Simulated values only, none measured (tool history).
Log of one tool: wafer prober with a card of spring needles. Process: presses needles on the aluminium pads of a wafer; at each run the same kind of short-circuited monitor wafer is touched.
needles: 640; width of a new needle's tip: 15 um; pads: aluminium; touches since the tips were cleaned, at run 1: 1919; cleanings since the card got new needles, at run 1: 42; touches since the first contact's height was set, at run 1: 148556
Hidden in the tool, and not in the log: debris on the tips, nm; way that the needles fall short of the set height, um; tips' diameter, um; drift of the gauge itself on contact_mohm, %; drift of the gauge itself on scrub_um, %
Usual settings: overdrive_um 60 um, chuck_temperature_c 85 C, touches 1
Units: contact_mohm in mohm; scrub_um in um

run	day	overdrive_um	chuck_temperature_c	touches	touches since the tips were cleaned	cleanings since the card got new needles	touches since the first contact's height was set	contact_mohm	scrub_um
1	0.000	60	85	1	1919	42	148556	183	8.80
# day 0.125: tips cleaned on abrasive film
2	0.362	73	85	1	2569	43	152453	180	10.73
# day 0.421: tips cleaned on abrasive film
3	0.679	60	85	2	2840	44	155855	182	8.82
# day 0.704: tips cleaned on abrasive film
# day 0.992: tips cleaned on abrasive film
4	1.129	60	85	2	1469	46	160615	182	8.85
# day 1.271: tips cleaned on abrasive film
5	1.542	60	85	2	2922	47	165052	185	8.86
# day 1.567: tips cleaned on abrasive film
# day 1.867: tips cleaned on abrasive film
6	1.900	60	107	2	336	49	168843	189	8.87
# day 2.146: tips cleaned on abrasive film
7	2.188	60	107	2	472	50	171957	186	8.90
# day 2.438: tips cleaned on abrasive film
8	2.562	60	61	1	1347	51	175967	175	8.94
# day 2.746: tips cleaned on abrasive film
9	2.775	60	85	1	306	52	178221	182	8.95
# day 3.029: tips cleaned on abrasive film
10	3.079	60	85	1	550	53	181467	186	8.98
# day 3.329: tips cleaned on abrasive film
11	3.446	56	85	1	1288	54	185416	187	8.36
# day 3.608: tips cleaned on abrasive film
12	3.642	63	85	1	357	55	187471	180	9.42
# day 3.888: tips cleaned on abrasive film
# day 3.925: gauge calibrated
13	3.983	60	85	1	1036	56	191169	182	8.82
# day 4.175: tips cleaned on abrasive film
14	4.400	60	85	1	2442	57	195612	184	8.79
# day 4.475: tips cleaned on abrasive film
# day 4.625: height of the first contact set anew
15	4.721	60	85	1	2528	58	1038	184	8.80
# day 4.800: tips cleaned on abrasive film
16	4.933	60	85	1	1469	59	3318	182	8.87
# day 5.088: tips cleaned on abrasive film
17	5.246	60	85	1	1741	60	6661	185	8.85
# day 5.383: tips cleaned on abrasive film
18	5.471	72	85	1	962	61	9042	181	10.64
# day 5.675: tips cleaned on abrasive film
19	5.800	60	40	2	1369	62	12583	176	8.89
# day 5.958: tips cleaned on abrasive film
20	6.221	68	40	2	2816	63	17080	169	10.13
# day 6.262: tips cleaned on abrasive film
# day 6.554: tips cleaned on abrasive film
21	6.554	68	59	2	0	65	20631	172	10.08
# day 6.862: tips cleaned on abrasive film
22	6.917	68	88	1	596	66	24519	181	10.13
# day 7.146: tips cleaned on abrasive film
23	7.317	60	31	2	1835	67	28804	171	8.96
# day 7.438: tips cleaned on abrasive film
# day 7.729: tips cleaned on abrasive film
24	7.742	60	85	1	113	69	33326	185	9.04
# day 8.029: tips cleaned on abrasive film
25	8.112	47	98	1	881	70	37293	191	7.07
# day 8.312: tips cleaned on abrasive film
26	8.538	78	28	1	2439	71	41867	166	11.75
# day 8.608: tips cleaned on abrasive film
# day 8.912: tips cleaned on abrasive film
27	8.954	78	28	1	440	73	46285	167	11.76
# day 9.192: tips cleaned on abrasive film
28	9.246	43	64	1	591	74	49416	188	6.52
# day 9.467: tips cleaned on abrasive film
29	9.479	60	27	3	143	75	51937	170	9.12
# day 9.767: tips cleaned on abrasive film
30	9.896	50	85	2	1424	76	56392	187	7.61
# day 10.062: tips cleaned on abrasive film
31	10.104	59	115	1	450	77	58597	191	8.98

4 ways to go on from here, each from the tool as it stands after run 31. What would each give?
# day 10.342: tips cleaned on abrasive film
A	10.412	59	37	1	797	78	61926	?	?
# day 10.342: tips cleaned on abrasive film
B	10.412	64	115	1	797	78	61926	?	?
# day 10.342: tips cleaned on abrasive film
C	10.412	79	30	1	797	78	61926	?	?
# day 10.342: tips cleaned on abrasive film
D	10.412	60	85	2	797	78	61926	?	?

run	contact_mohm	scrub_um
A	170	8.94
B	185	9.69
C	169	12.08
D	182	9.23
Without the tool's hidden state the same runs would have given:
run	contact_mohm	scrub_um
A	170	8.58
B	185	9.30
C	169	11.59
D	182	8.86
